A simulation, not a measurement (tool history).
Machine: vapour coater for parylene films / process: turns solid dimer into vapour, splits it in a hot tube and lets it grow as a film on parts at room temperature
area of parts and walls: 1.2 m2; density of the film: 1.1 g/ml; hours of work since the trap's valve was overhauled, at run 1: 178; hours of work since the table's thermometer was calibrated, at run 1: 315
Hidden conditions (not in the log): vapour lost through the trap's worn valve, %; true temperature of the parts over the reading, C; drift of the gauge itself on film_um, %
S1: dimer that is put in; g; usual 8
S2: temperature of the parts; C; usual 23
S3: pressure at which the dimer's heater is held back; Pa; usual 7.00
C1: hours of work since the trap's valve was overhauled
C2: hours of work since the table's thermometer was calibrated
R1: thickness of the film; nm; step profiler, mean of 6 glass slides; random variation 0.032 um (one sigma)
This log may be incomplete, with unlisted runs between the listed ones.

run,day,S1,S2,S3,C1,C2,R1
1,0.000,8,23,7.00,178,315,2970
2,0.662,8,23,7.00,188,326,2960
3,1.121,4,23,7.00,195,333,1500
4,1.879,5,23,7.00,207,345,1890
5,2.392,5,23,7.00,215,353,1860
# day 2.517: table's thermometer calibrated
6,3.079,5,23,7.00,226,9,1840
7,3.575,5,23,7.00,233,17,1860
# day 4.146: table's thermometer calibrated, once more
8,4.479,8,23,7.00,247,5,2850
9,5.088,11,30,6.83,256,15,3040
10,5.571,3,24,6.83,264,22,1040
11,6.146,3,24,6.83,273,31,1040
12,6.996,5,27,7.00,287,45,1530
13,7.912,6,28,7.00,301,59,1750
14,8.542,6,28,7.00,311,69,1760
15,9.000,10,23,7.00,318,76,3540

What if the next run were any one of these 3? Each begins from the tool's condition after run 15:
A,9.675,8,19,3.32,329,87,?
B,9.675,8,23,5.05,329,87,?
C,9.675,8,26,7.00,329,87,?

run,R1
A,3460
B,2940
C,2540
With no hidden state in the tool, these same runs would have given:
run,R1
A,3760
B,3200
C,2770
